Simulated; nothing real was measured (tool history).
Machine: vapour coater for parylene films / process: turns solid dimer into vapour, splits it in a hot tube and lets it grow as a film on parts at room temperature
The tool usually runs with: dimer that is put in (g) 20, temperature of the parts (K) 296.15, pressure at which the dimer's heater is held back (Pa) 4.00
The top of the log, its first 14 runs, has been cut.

run	hour	dimer that is put in (g)	temperature of the parts (K)	pressure at which the dimer's heater is held back (Pa)	thickness of the film (nm)
15	365.0	20	296.15	2.50	3830
16	393.7	35	296.15	4.00	6410
17	416.1	35	296.15	4.00	6480
18	447.9	35	296.15	4.00	6440
19	486.5	35	296.15	4.00	6500
20	509.3	20	296.15	2.33	3890
21	536.4	20	296.15	2.33	3860
22	559.5	14	296.15	4.00	2600
# hour 596.4: trap's valve overhauled
23	600.4	14	296.15	4.00	2580
24	630.8	31	302.15	10.04	4090
25	669.5	8	292.15	10.04	1550
26	703.1	8	307.15	10.04	860
27	725.3	11	288.15	3.41	2810
28	762.2	11	296.15	4.00	2040
29	798.0	35	288.15	4.00	8760
30	833.1	28	292.15	8.85	5520
31	865.3	20	300.15	3.02	3260
32	896.4	20	300.15	3.02	3250
33	928.1	20	300.15	3.02	3240
34	948.1	11	289.15	3.71	2690
35	984.4	36	296.15	8.51	6150
36	1013.2	36	296.15	8.51	6140

What will run 37 give?
37	1049.5	8	293.15	2.74	?

Run 37 measured thickness of the film (nm) 1710.
The same run, on a tool lacking any hidden state, would have yielded thickness of the film (nm) 1710.
